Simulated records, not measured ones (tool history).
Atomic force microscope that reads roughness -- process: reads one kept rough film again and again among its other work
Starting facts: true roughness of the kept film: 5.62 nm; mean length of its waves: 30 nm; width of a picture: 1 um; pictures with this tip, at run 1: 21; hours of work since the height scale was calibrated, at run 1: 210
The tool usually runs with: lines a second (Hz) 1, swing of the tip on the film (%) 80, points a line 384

run	hour	lines a second (Hz)	swing of the tip on the film (%)	points a line	pictures with this tip	hours of work since the height scale was calibrated	roughness of the kept film (nm (root mean square))
1	0	1	80	384	21	210	4.601
2	12.4	1	80	384	41	220	4.599
3	21.4	1	80	384	55	226	4.607
4	33.3	1	80	384	75	235	4.549
5	45.2	1	80	384	94	244	4.568
6	52.6	1	80	384	106	250	4.579
7	64.2	1	80	384	125	258	4.539
# hour 65.8: new tip fitted
8	77.1	1	80	631	18	268	4.596
9	87.1	1	80	631	34	275	4.641
10	98.8	1	81	693	53	284	4.594
11	107.4	2.72	57	384	67	291	4.696
12	117.5	1.11	84	344	83	298	4.441
13	125.9	0.7	80	875	97	304	4.687
14	131.3	2.73	59	405	106	308	4.63
15	139.1	2.73	63	996	118	314	4.586

Run 16 has not been measured yet. What should we expect?
# hour 144.4: new tip fitted
16	151.4	2.11	73	996	11	323	?

{"run 16": {"roughness of the kept film (nm (root mean square))": 4.425}}
Had the tool carried no hidden state, the very same run would have given roughness of the kept film (nm (root mean square)) 4.426.
